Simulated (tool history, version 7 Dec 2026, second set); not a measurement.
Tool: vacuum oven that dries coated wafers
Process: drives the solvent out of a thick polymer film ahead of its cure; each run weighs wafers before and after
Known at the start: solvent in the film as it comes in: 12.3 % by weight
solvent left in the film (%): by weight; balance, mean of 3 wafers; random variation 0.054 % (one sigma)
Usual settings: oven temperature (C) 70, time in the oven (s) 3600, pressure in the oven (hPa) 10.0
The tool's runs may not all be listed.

{"run": 1, "hour": 0.0, "oven temperature (C)": 70, "time in the oven (s)": 3600, "pressure in the oven (hPa)": 10.0, "solvent left in the film (%)": 2.39}
{"run": 2, "hour": 19.9, "oven temperature (C)": 70, "time in the oven (s)": 3600, "pressure in the oven (hPa)": 10.0, "solvent left in the film (%)": 2.36}
{"run": 3, "hour": 42.0, "oven temperature (C)": 70, "time in the oven (s)": 3600, "pressure in the oven (hPa)": 10.0, "solvent left in the film (%)": 2.26}
{"run": 4, "hour": 58.1, "oven temperature (C)": 70, "time in the oven (s)": 3600, "pressure in the oven (hPa)": 10.0, "solvent left in the film (%)": 2.38}
{"run": 5, "hour": 79.9, "oven temperature (C)": 70, "time in the oven (s)": 3600, "pressure in the oven (hPa)": 10.0, "solvent left in the film (%)": 2.43}
{"run": 6, "hour": 99.6, "oven temperature (C)": 56, "time in the oven (s)": 3600, "pressure in the oven (hPa)": 10.0, "solvent left in the film (%)": 5.62}
{"run": 7, "hour": 115.9, "oven temperature (C)": 56, "time in the oven (s)": 3600, "pressure in the oven (hPa)": 10.0, "solvent left in the film (%)": 5.71}
{"run": 8, "hour": 128.9, "oven temperature (C)": 56, "time in the oven (s)": 3600, "pressure in the oven (hPa)": 10.0, "solvent left in the film (%)": 5.67}
{"run": 9, "hour": 140.4, "oven temperature (C)": 70, "time in the oven (s)": 3600, "pressure in the oven (hPa)": 10.0, "solvent left in the film (%)": 2.55}
{"run": 10, "hour": 152.7, "oven temperature (C)": 70, "time in the oven (s)": 3600, "pressure in the oven (hPa)": 25.0, "solvent left in the film (%)": 4.54}
{"run": 11, "hour": 176.3, "oven temperature (C)": 70, "time in the oven (s)": 5100, "pressure in the oven (hPa)": 10.0, "solvent left in the film (%)": 2.05}
{"run": 12, "hour": 198.6, "oven temperature (C)": 64, "time in the oven (s)": 3600, "pressure in the oven (hPa)": 10.0, "solvent left in the film (%)": 3.54}
{"run": 13, "hour": 219.7, "oven temperature (C)": 64, "time in the oven (s)": 3600, "pressure in the oven (hPa)": 10.0, "solvent left in the film (%)": 3.54}
{"run": 14, "hour": 239.8, "oven temperature (C)": 70, "time in the oven (s)": 3600, "pressure in the oven (hPa)": 10.0, "solvent left in the film (%)": 2.4}
{"run": 15, "hour": 250.4, "oven temperature (C)": 70, "time in the oven (s)": 3600, "pressure in the oven (hPa)": 10.0, "solvent left in the film (%)": 2.49}
{"run": 16, "hour": 274.5, "oven temperature (C)": 70, "time in the oven (s)": 3600, "pressure in the oven (hPa)": 10.0, "solvent left in the film (%)": 2.3}
{"run": 17, "hour": 286.7, "oven temperature (C)": 70, "time in the oven (s)": 3600, "pressure in the oven (hPa)": 10.0, "solvent left in the film (%)": 2.37}
{"run": 18, "hour": 306.5, "oven temperature (C)": 70, "time in the oven (s)": 3600, "pressure in the oven (hPa)": 10.0, "solvent left in the film (%)": 2.43}
{"run": 19, "hour": 319.1, "oven temperature (C)": 70, "time in the oven (s)": 3600, "pressure in the oven (hPa)": 10.0, "solvent left in the film (%)": 2.47}
{"hour": 323.1, "done": "oven's thermocouples calibrated"}
{"run": 20, "hour": 334.8, "oven temperature (C)": 70, "time in the oven (s)": 3600, "pressure in the oven (hPa)": 10.0, "solvent left in the film (%)": 2.38}
{"run": 21, "hour": 347.3, "oven temperature (C)": 70, "time in the oven (s)": 3600, "pressure in the oven (hPa)": 10.0, "solvent left in the film (%)": 2.41}
{"run": 22, "hour": 357.8, "oven temperature (C)": 59, "time in the oven (s)": 2040, "pressure in the oven (hPa)": 15.3, "solvent left in the film (%)": 7.15}
{"run": 23, "hour": 375.2, "oven temperature (C)": 59, "time in the oven (s)": 4800, "pressure in the oven (hPa)": 15.9, "solvent left in the film (%)": 5.41}
{"run": 24, "hour": 390.9, "oven temperature (C)": 59, "time in the oven (s)": 4800, "pressure in the oven (hPa)": 15.9, "solvent left in the film (%)": 5.6}
{"run": 25, "hour": 412.7, "oven temperature (C)": 59, "time in the oven (s)": 4800, "pressure in the oven (hPa)": 15.9, "solvent left in the film (%)": 5.48}
{"run": 26, "hour": 433.1, "oven temperature (C)": 59, "time in the oven (s)": 4800, "pressure in the oven (hPa)": 15.9, "solvent left in the film (%)": 5.42}
{"run": 27, "hour": 452.6, "oven temperature (C)": 70, "time in the oven (s)": 3780, "pressure in the oven (hPa)": 12.2, "solvent left in the film (%)": 2.72}
{"hour": 475.4, "done": "oven's thermocouples calibrated, once more"}
{"run": 28, "hour": 476.3, "oven temperature (C)": 77, "time in the oven (s)": 3360, "pressure in the oven (hPa)": 39.3, "solvent left in the film (%)": 4.92}
{"run": 29, "hour": 498.3, "oven temperature (C)": 77, "time in the oven (s)": 3840, "pressure in the oven (hPa)": 7.4, "solvent left in the film (%)": 1.27}
{"run": 30, "hour": 516.9, "oven temperature (C)": 58, "time in the oven (s)": 4500, "pressure in the oven (hPa)": 7.4, "solvent left in the film (%)": 4.3}
{"run": 31, "hour": 529.5, "oven temperature (C)": 84, "time in the oven (s)": 4560, "pressure in the oven (hPa)": 5.9, "solvent left in the film (%)": 0.82}
{"run": 32, "hour": 544.6, "oven temperature (C)": 70, "time in the oven (s)": 6060, "pressure in the oven (hPa)": 29.9, "solvent left in the film (%)": 5.25}
{"run": 33, "hour": 560.9, "oven temperature (C)": 79, "time in the oven (s)": 3600, "pressure in the oven (hPa)": 10.0, "solvent left in the film (%)": 1.57}
{"run": 34, "hour": 581.7, "oven temperature (C)": 65, "time in the oven (s)": 2520, "pressure in the oven (hPa)": 10.0, "solvent left in the film (%)": 4.33}
{"run": 35, "hour": 595.8, "oven temperature (C)": 65, "time in the oven (s)": 2520, "pressure in the oven (hPa)": 10.0, "solvent left in the film (%)": 4.37}
{"run": 36, "hour": 607.2, "oven temperature (C)": 59, "time in the oven (s)": 2640, "pressure in the oven (hPa)": 25.1, "solvent left in the film (%)": 8.49}
{"run": 37, "hour": 619.9, "oven temperature (C)": 59, "time in the oven (s)": 2640, "pressure in the oven (hPa)": 25.1, "solvent left in the film (%)": 8.58}
{"run": 38, "hour": 638.2, "oven temperature (C)": 66, "time in the oven (s)": 2040, "pressure in the oven (hPa)": 19.9, "solvent left in the film (%)": 5.97}
{"run": 39, "hour": 649.8, "oven temperature (C)": 66, "time in the oven (s)": 2040, "pressure in the oven (hPa)": 19.9, "solvent left in the film (%)": 5.95}
{"run": 40, "hour": 661.8, "oven temperature (C)": 66, "time in the oven (s)": 2040, "pressure in the oven (hPa)": 19.9, "solvent left in the film (%)": 6.17}
{"run": 41, "hour": 682.8, "oven temperature (C)": 66, "time in the oven (s)": 2040, "pressure in the oven (hPa)": 19.9, "solvent left in the film (%)": 6.02}

3 ways to go on from here, each from the tool as it stands after run 41. What would each give?
{"run": "A", "hour": 704.2, "oven temperature (C)": 66, "time in the oven (s)": 4020, "pressure in the oven (hPa)": 5.6, "solvent left in the film (%)": "?"}
{"run": "B", "hour": 704.2, "oven temperature (C)": 67, "time in the oven (s)": 3540, "pressure in the oven (hPa)": 5.3, "solvent left in the film (%)": "?"}
{"run": "C", "hour": 704.2, "oven temperature (C)": 78, "time in the oven (s)": 3540, "pressure in the oven (hPa)": 11.3, "solvent left in the film (%)": "?"}

run=A solvent_left_in_the_film_(%)=2.40
run=B solvent_left_in_the_film_(%)=2.42
run=C solvent_left_in_the_film_(%)=1.84
Without the tool's hidden state the same runs would have given:
run=A solvent_left_in_the_film_(%)=1.73
run=B solvent_left_in_the_film_(%)=1.81
run=C solvent_left_in_the_film_(%)=1.41
